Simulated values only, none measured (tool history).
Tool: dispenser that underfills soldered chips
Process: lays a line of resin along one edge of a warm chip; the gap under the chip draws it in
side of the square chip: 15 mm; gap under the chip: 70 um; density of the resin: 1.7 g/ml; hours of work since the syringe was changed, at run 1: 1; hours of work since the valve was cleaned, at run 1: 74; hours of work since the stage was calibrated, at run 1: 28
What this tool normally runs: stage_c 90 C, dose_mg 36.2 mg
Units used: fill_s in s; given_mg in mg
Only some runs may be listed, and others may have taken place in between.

run   hour  stage_c  dose_mg  hours of work since the syringe was changed  hours of work since the valve was cleaned  hours of work since the stage was calibrated  fill_s  given_mg
  1    0.0       90     36.2                                            1                                         74                                            28   216.0     34.74
  2    4.3      102     36.2                                            5                                         77                                            31   177.4     34.45
  3    7.3      102     36.2                                            7                                         79                                            34   214.2     34.34
  4   12.4       91     36.2                                           11                                         83                                            38   445.8     34.56
      13.8  -- new syringe of resin
  5   18.8       90     36.2                                            4                                         88                                            42   267.5     34.32
  6   23.6       81     36.2                                            8                                         92                                            46   524.8     34.23
      28.8  -- new syringe of resin
  7   29.2       81     36.2                                            0                                         96                                            50   298.5     34.23
  8   34.5       81     36.2                                            4                                        100                                            54   410.1     34.08
  9   39.5       81     39.8                                            8                                        104                                            58   542.8     37.37
 10   43.3      105     39.8                                           11                                        107                                            61   265.4     37.26
      44.2  -- new syringe of resin
 11   46.7       80     36.2                                            2                                        109                                            64   351.8     33.93
 12   51.7       80     36.2                                            6                                        113                                            67   467.3     33.79
 13   56.0       83     36.2                                            9                                        116                                            71   544.0     33.59
      59.6  -- new syringe of resin
 14   62.2      101     36.2                                            2                                        121                                            75   149.1     33.53
 15   67.2       90     36.2                                            6                                        125                                            79   313.7     33.46
 16   72.9       90     36.2                                           10                                        129                                            84   444.6     33.56
      74.9  -- new syringe of resin
 17   78.7       84     33.7                                            3                                        133                                            88   325.4     31.08
 18   84.7       84     33.7                                            8                                        138                                            93   478.3     31.04
      90.1  -- new syringe of resin
      91.6  -- dispensing valve cleaned and set on the balance
 19   92.5       84     33.7                                            1                                          1                                            98   275.3     33.48
 20   97.1       84     33.7                                            5                                          4                                           101   375.5     33.54
 21  102.1       98     36.2                                            8                                          8                                           105   278.9     35.82
     106.5  -- new syringe of resin
 22  108.6       82     35.2                                            2                                         13                                           110   310.8     34.92
 23  114.1       82     36.2                                            6                                         17                                           114   436.6     35.69
 24  119.5       82     36.2                                           10                                         21                                           118   610.8     35.47
     121.8  -- new syringe of resin
 25  125.1       82     36.2                                            3                                         25                                           122   338.4     35.69
 26  129.3       96     38.2                                            6                                         29                                           126   244.0     37.44
 27  134.0       93     46.4                                            9                                         32                                           129   357.7     45.56
     137.0  -- new syringe of resin
 28  140.2       93     46.4                                            2                                         37                                           134   202.2     45.44
 29  146.6       79     31.2                                            7                                         42                                           139   592.7     30.35
 30  151.3       91     36.3                                           11                                         46                                           142   455.1     35.36
     152.2  -- new syringe of resin
 31  156.0       80     36.2                                            3                                         49                                           146   379.9     35.24
 32  161.4       80     35.7                                            7                                         53                                           150   537.3     34.36

What if the next run were any one of these 3? Each begins from the tool's condition after run 32:
  A  166.0       91     35.7                                           11                                         57                                           154       ?         ?
  B  166.0       83     35.4                                           11                                         57                                           154       ?         ?
  C  166.0      104     35.4                                           11                                         57                                           154       ?         ?

run  fill_s  given_mg
  A   455.3     34.53
  B   632.0     33.89
  C   271.1     34.22
Take away the tool's hidden state, keep each run's random variation, and the runs would have read:
run  fill_s  given_mg
  A   184.0     35.77
  B   254.6     35.11
  C   109.6     35.45
